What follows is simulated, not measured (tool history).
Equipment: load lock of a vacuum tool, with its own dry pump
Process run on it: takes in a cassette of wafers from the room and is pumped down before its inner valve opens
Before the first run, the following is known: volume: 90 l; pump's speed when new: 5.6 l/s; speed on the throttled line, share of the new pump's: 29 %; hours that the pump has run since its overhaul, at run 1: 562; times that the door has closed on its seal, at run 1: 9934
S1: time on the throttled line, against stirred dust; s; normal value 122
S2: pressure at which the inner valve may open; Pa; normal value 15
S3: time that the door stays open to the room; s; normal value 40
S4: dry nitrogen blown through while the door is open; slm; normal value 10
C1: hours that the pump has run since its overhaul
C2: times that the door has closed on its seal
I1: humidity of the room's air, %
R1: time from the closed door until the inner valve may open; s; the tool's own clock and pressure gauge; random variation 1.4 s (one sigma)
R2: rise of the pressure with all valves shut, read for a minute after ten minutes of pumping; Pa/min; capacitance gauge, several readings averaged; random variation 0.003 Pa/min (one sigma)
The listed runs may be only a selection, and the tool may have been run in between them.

Run 1, hour 0.0: usual settings; C1 562; C2 9934; I1 45.4. Result: R1 231.4 s, R2 0.037 Pa/min.
Run 2, hour 117.3: usual settings but S2 26 Pa; C1 679; C2 10219; I1 45.3. Result: R1 223.3 s, R2 0.041 Pa/min.
Run 3, hour 336.6: usual settings but S2 26 Pa, S4 8 slm; C1 899; C2 10752; I1 44.2. Result: R1 223.5 s, R2 0.040 Pa/min.
Run 4, hour 472.1: usual settings but S2 26 Pa, S4 8 slm; C1 1034; C2 11081; I1 41.8. Result: R1 223.4 s, R2 0.043 Pa/min.
Run 5, hour 596.4: usual settings but S2 26 Pa, S4 8 slm; C1 1159; C2 11383; I1 44.5. Result: R1 222.5 s, R2 0.039 Pa/min.
Run 6, hour 740.6: usual settings but S2 13 Pa, S4 8 slm; C1 1303; C2 11734; I1 47.3. Result: R1 236.1 s, R2 0.044 Pa/min.
Run 7, hour 843.4: usual settings but S3 86 s; C1 1406; C2 11983; I1 45.3. Result: R1 232.5 s, R2 0.048 Pa/min.
Run 8, hour 1060.2: usual settings but S3 86 s; C1 1622; C2 12510; I1 44.7. Result: R1 236.3 s, R2 0.043 Pa/min.
Run 9, hour 1265.5: usual settings but S3 86 s; C1 1828; C2 13009; I1 46.3. Result: R1 234.2 s, R2 0.050 Pa/min.
Run 10, hour 1418.7: usual settings but S3 86 s; C1 1981; C2 13381; I1 43.4. Result: R1 231.8 s, R2 0.043 Pa/min.
Run 11, hour 1630.0: usual settings but S3 86 s; C1 2192; C2 13894; I1 46.3. Result: R1 232.3 s, R2 0.054 Pa/min.
Run 12, hour 1778.6: usual settings but S2 20 Pa, S3 86 s; C1 2341; C2 14255; I1 46.5. Result: R1 230.5 s, R2 0.044 Pa/min.
Run 13, hour 1956.5: usual settings but S2 20 Pa, S3 86 s; C1 2519; C2 14687; I1 48.2. Result: R1 229.4 s, R2 0.056 Pa/min.
Run 14, hour 2169.2: usual settings but S4 5 slm; C1 2731; C2 15204; I1 44.4. Result: R1 233.0 s, R2 0.050 Pa/min.
Run 15, hour 2363.6: usual settings but S4 5 slm; C1 2926; C2 15676; I1 47.9. Result: R1 232.0 s, R2 0.055 Pa/min.
Run 16, hour 2462.8: usual settings but S4 5 slm; C1 3025; C2 15917; I1 42.2. Result: R1 235.2 s, R2 0.052 Pa/min.
Run 17, hour 2644.5: usual settings but S1 229 s; C1 3207; C2 16359; I1 49.2. Result: R1 308.6 s, R2 0.058 Pa/min.
Run 18, hour 2839.7: usual settings; C1 3402; C2 16833; I1 45.3. Result: R1 235.6 s, R2 0.049 Pa/min.
Run 19, hour 3057.2: usual settings; C1 3619; C2 17362; I1 42.4. Result: R1 235.3 s, R2 0.055 Pa/min.
Run 20, hour 3239.0: usual settings but S1 83 s; C1 3801; C2 17803; I1 44.4. Result: R1 211.0 s, R2 0.051 Pa/min.
Run 21, hour 3364.2: usual settings but S1 83 s; C1 3926; C2 18107; I1 45.8. Result: R1 210.4 s, R2 0.051 Pa/min.
Run 22, hour 3491.7: usual settings but S1 68 s, S2 13 Pa, S3 62 s, S4 7 slm; C1 4054; C2 18417; I1 42.4. Result: R1 203.2 s, R2 0.060 Pa/min.
Run 23, hour 3704.3: usual settings but S1 68 s, S2 13 Pa, S3 62 s, S4 7 slm; C1 4266; C2 18933; I1 44.9. Result: R1 201.4 s, R2 0.060 Pa/min.
Run 24, hour 3846.8: usual settings but S3 31 s; C1 4409; C2 19280; I1 45.5. Result: R1 238.3 s, R2 0.054 Pa/min.
Run 25, hour 4061.5: usual settings but S3 146 s; C1 4624; C2 19801; I1 43.9. Result: R1 238.7 s, R2 0.068 Pa/min.
Run 26, hour 4230.8: usual settings but S3 32 s; C1 4793; C2 20213; I1 44.1. Result: R1 238.2 s, R2 0.059 Pa/min.
Run 27, hour 4384.6: usual settings but S2 21 Pa; C1 4947; C2 20586; I1 46.8. Result: R1 233.1 s, R2 0.056 Pa/min.
Run 28, hour 4510.4: usual settings but S2 21 Pa; C1 5072; C2 20892; I1 45.9. Result: R1 229.1 s, R2 0.059 Pa/min.
Run 29, hour 4730.6: usual settings but S1 134 s, S3 48 s, S4 26 slm; C1 5293; C2 21427; I1 46.8. Result: R1 249.0 s, R2 0.056 Pa/min.
Run 30, hour 4935.2: usual settings but S1 134 s, S2 21 Pa, S3 48 s, S4 26 slm; C1 5497; C2 21924; I1 46.1. Result: R1 241.5 s, R2 0.053 Pa/min.
Run 31, hour 5144.3: usual settings but S1 144 s, S2 27 Pa, S3 53 s, S4 11 slm; C1 5706; C2 22432; I1 45.1. Result: R1 246.1 s, R2 0.066 Pa/min.
Run 32, hour 5348.3: usual settings but S1 102 s, S2 14 Pa, S3 47 s, S4 12 slm; C1 5910; C2 22927; I1 46.1. Result: R1 224.4 s, R2 0.060 Pa/min.
Run 33, hour 5568.2: usual settings but S1 102 s, S2 14 Pa, S3 29 s, S4 12 slm; C1 6130; C2 23462; I1 45.2. Result: R1 226.5 s, R2 0.063 Pa/min.
Run 34, hour 5772.7: usual settings but S1 164 s, S2 14 Pa, S3 29 s, S4 12 slm; C1 6335; C2 23958; I1 42.3. Result: R1 269.2 s, R2 0.062 Pa/min.
Run 35, hour 5957.5: usual settings but S1 164 s, S2 12 Pa, S3 201 s, S4 12 slm; C1 6520; C2 24407; I1 42.3. Result: R1 270.9 s, R2 0.075 Pa/min.
Run 36, hour 6054.1: usual settings but S2 12 Pa, S3 91 s; C1 6616; C2 24642; I1 43.5. Result: R1 246.2 s, R2 0.073 Pa/min.

Expected results for the next run?
Run 37, hour 6274.7: usual settings but S2 12 Pa, S3 91 s; C1 6837; C2 25178; I1 43.4. Result: R1 ?, R2 ?.

R1: 245.6 s
R2: 0.075 Pa/min
The same run, on a tool lacking any hidden state, would have yielded R1 234.9 s, R2 0.030 Pa/min.
